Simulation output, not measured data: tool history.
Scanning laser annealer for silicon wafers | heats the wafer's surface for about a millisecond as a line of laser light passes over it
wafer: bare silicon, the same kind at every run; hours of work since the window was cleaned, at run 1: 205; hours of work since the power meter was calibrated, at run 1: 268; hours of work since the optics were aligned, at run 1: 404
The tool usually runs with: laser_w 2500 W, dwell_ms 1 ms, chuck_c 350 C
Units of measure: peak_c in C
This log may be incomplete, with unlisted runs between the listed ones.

run,hour,laser_w,dwell_ms,chuck_c,hours of work since the window was cleaned,hours of work since the power meter was calibrated,hours of work since the optics were aligned,peak_c
1,0,2500,1,350,205,268,404,1112
2,10.2,2500,1,350,212,275,411,1109
3,18.3,2336,1,350,218,281,416,1058
4,23.9,2336,1,330,222,285,420,1036
5,35.6,2336,1,330,230,293,428,1037
6,46.3,2500,1,344,237,300,435,1103
7,56.6,2500,1,350,244,307,442,1110
8,64.4,2500,1,350,249,312,447,1105
9,70.3,2486,1,351,253,316,451,1103
10,81.3,2132,0.71,343,261,324,459,883
11,92.8,2132,0.71,377,268,331,467,915
12,99.3,2504,1.05,322,273,336,471,1098
13,107.1,2259,1.11,361,278,341,476,1078
14,118.7,2495,1,381,286,349,484,1134

What if the next run were any one of these 4? Each begins from the tool's condition after run 14:
A,127,2495,1.21,339,292,355,490,?
B,127,2467,0.84,324,292,355,490,?
C,127,2543,1,381,292,355,490,?
D,127,2403,1.11,329,292,355,490,?

run,peak_c
A,1166
B,1007
C,1148
D,1093
Without the tool's hidden state the same runs would have given:
run,peak_c
A,1193
B,1029
C,1173
D,1118
